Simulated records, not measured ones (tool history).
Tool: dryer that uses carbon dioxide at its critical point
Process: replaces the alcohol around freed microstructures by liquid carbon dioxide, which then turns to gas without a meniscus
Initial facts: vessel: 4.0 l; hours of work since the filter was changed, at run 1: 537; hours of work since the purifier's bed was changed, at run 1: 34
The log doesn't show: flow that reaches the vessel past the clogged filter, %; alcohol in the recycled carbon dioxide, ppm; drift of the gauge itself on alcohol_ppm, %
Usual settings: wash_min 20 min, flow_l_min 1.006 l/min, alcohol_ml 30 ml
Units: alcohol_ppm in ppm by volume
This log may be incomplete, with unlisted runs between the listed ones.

run,day,wash_min,flow_l_min,alcohol_ml,hours of work since the filter was changed,hours of work since the purifier's bed was changed,alcohol_ppm
1,0,20,1.006,30,537,34,145
# day 1.483: inlet filter changed
2,1.638,20,1.006,30,2,55,142
3,3.325,20,1.006,30,24,77,138
4,4.492,20,1.006,30,39,92,148
5,6.571,18,1.006,30,66,119,210
6,8.533,18,1.006,30,92,144,229
7,10.038,24,0.75,64,111,164,411
8,12.546,28,1.28,43,144,197,99
9,14.421,28,1.28,43,168,221,105
10,16.742,17,0.81,40,198,251,635

Branching from run 10: 3 alternative next runs. What would each branch give?
A,19.2,12,1.41,40,231,283,?
B,19.2,17,0.68,22,231,283,?
C,19.2,14,0.99,78,231,283,?

run,alcohol_ppm
A,418
B,588
C,1159
Without the tool's hidden state the same runs would have given:
run,alcohol_ppm
A,272
B,440
C,969

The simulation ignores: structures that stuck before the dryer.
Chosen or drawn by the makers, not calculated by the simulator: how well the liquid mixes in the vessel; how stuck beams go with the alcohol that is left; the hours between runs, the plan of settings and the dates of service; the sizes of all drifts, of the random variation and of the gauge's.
